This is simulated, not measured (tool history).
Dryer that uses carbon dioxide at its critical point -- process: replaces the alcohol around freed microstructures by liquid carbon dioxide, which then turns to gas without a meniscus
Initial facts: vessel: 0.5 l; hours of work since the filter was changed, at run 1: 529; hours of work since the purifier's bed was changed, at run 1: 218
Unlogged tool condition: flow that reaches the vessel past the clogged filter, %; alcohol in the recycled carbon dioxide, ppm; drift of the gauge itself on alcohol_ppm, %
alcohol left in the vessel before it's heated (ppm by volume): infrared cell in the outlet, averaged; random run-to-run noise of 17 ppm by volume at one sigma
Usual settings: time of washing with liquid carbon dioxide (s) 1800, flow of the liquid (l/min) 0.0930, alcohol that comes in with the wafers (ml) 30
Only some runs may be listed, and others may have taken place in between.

run	hour	time of washing with liquid carbon dioxide (s)	flow of the liquid (l/min)	alcohol that comes in with the wafers (ml)	hours of work since the filter was changed	hours of work since the purifier's bed was changed	alcohol left in the vessel before it's heated (ppm by volume)
1	0.0	1800	0.0930	30	529	218	2152
2	4.4	1800	0.0930	30	533	221	2094
3	10.0	1800	0.0930	94	537	225	6452
4	18.3	1800	0.1255	94	543	232	1961
5	25.8	1800	0.1255	94	549	237	1975
6	36.3	1800	0.1255	94	557	245	2035
7	43.4	1800	0.1317	94	562	251	1680
8	48.5	1800	0.1317	94	566	255	1617
9	59.3	1800	0.0930	40	574	263	2972
# hour 61.2: inlet filter changed
10	65.3	1800	0.0930	40	3	267	1494
11	70.6	1800	0.0930	30	7	271	1126
12	79.0	1800	0.0930	30	14	277	1166
13	84.5	1980	0.0930	30	18	281	796
14	93.6	2400	0.1524	30	25	288	52
15	102.6	2220	0.0930	37	32	295	599
16	110.5	2160	0.0681	29	38	301	1868
17	117.8	2160	0.0681	29	43	307	1958

Estimate the outcome of run 18 from the log above:
18	126.1	1980	0.0930	28	49	313	?

Run 18 came out at alcohol left in the vessel before it's heated (ppm by volume) 746.
Without the tool's hidden state the same run would have given alcohol left in the vessel before it's heated (ppm by volume) 663.
